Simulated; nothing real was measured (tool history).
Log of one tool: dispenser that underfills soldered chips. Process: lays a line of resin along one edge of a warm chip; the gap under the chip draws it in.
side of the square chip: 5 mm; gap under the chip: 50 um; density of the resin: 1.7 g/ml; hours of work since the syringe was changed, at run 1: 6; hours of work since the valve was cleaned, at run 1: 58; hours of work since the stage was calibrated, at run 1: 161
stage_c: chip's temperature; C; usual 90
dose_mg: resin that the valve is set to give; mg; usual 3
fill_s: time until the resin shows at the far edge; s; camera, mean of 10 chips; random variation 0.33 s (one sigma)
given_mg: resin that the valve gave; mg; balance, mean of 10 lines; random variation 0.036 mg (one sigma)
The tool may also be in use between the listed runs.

| run | day | stage_c | dose_mg | hours of work since the syringe was changed | hours of work since the valve was cleaned | hours of work since the stage was calibrated | fill_s | given_mg |
|---|---|---|---|---|---|---|---|---|
| 1 | 0 | 90 | 3 | 6 | 58 | 161 | 18.2 | 2.79 |
|  | 0.117 | new syringe of resin |
| 2 | 0.438 | 90 | 3 | 6 | 66 | 169 | 17.8 | 2.8 |
|  | 0.575 | new syringe of resin |
| 3 | 0.842 | 90 | 3 | 5 | 73 | 176 | 17.1 | 2.84 |
|  | 1.029 | new syringe of resin |
| 4 | 1.238 | 90 | 3 | 4 | 80 | 183 | 15.5 | 2.75 |
|  | 1.458 | new syringe of resin |
|  | 1.762 | dispensing valve cleaned and set on the balance |
| 5 | 1.817 | 83 | 3 | 6 | 1 | 193 | 25.4 | 3.05 |
|  | 1.975 | new syringe of resin |
| 6 | 2.362 | 83 | 3 | 7 | 11 | 203 | 26 | 3 |
|  | 2.421 | new syringe of resin |
|  | 2.871 | new syringe of resin |
| 7 | 2.938 | 83 | 3 | 1 | 21 | 213 | 18.7 | 2.96 |
|  | 3.3 | new syringe of resin |
| 8 | 3.438 | 78 | 2.98 | 3 | 30 | 223 | 26.1 | 2.95 |
|  | 3.775 | new syringe of resin |
| 9 | 3.946 | 78 | 2.78 | 3 | 40 | 232 | 27.6 | 2.7 |
|  | 4.225 | new syringe of resin |
| 10 | 4.5 | 83 | 3.82 | 5 | 50 | 242 | 22.5 | 3.62 |
|  | 4.658 | new syringe of resin |
| 11 | 4.929 | 84 | 2.54 | 5 | 57 | 250 | 24 | 2.45 |
|  | 5.112 | new syringe of resin |
| 12 | 5.333 | 82 | 3.8 | 4 | 65 | 257 | 22 | 3.61 |
|  | 5.562 | new syringe of resin |
| 13 | 5.667 | 83 | 3.51 | 2 | 71 | 263 | 19.8 | 3.26 |
|  | 6 | new syringe of resin |
| 14 | 6.142 | 78 | 3.04 | 3 | 79 | 272 | 25.8 | 2.84 |

Forecast each of these 5 alternatives for the next run:
|  | 6.421 | new syringe of resin |
| A | 6.6 | 92 | 2.81 | 3 | 88 | 280 | ? | ? |
|  | 6.421 | new syringe of resin |
| B | 6.6 | 78 | 2.67 | 3 | 88 | 280 | ? | ? |
|  | 6.421 | new syringe of resin |
| C | 6.6 | 78 | 3.43 | 3 | 88 | 280 | ? | ? |
|  | 6.421 | new syringe of resin |
| D | 6.6 | 79 | 3.11 | 3 | 88 | 280 | ? | ? |
|  | 6.421 | new syringe of resin |
| E | 6.6 | 97 | 3 | 3 | 88 | 280 | ? | ? |

| run | fill_s | given_mg |
|---|---|---|
| A | 13.5 | 2.55 |
| B | 27.3 | 2.44 |
| C | 25.9 | 3.12 |
| D | 24.8 | 2.83 |
| E | 10.7 | 2.75 |
Without the tool's hidden state the same runs would have given:
| run | fill_s | given_mg |
|---|---|---|
| A | 11.4 | 2.78 |
| B | 23.2 | 2.66 |
| C | 22.6 | 3.41 |
| D | 21.4 | 3.09 |
| E | 9.1 | 3.01 |

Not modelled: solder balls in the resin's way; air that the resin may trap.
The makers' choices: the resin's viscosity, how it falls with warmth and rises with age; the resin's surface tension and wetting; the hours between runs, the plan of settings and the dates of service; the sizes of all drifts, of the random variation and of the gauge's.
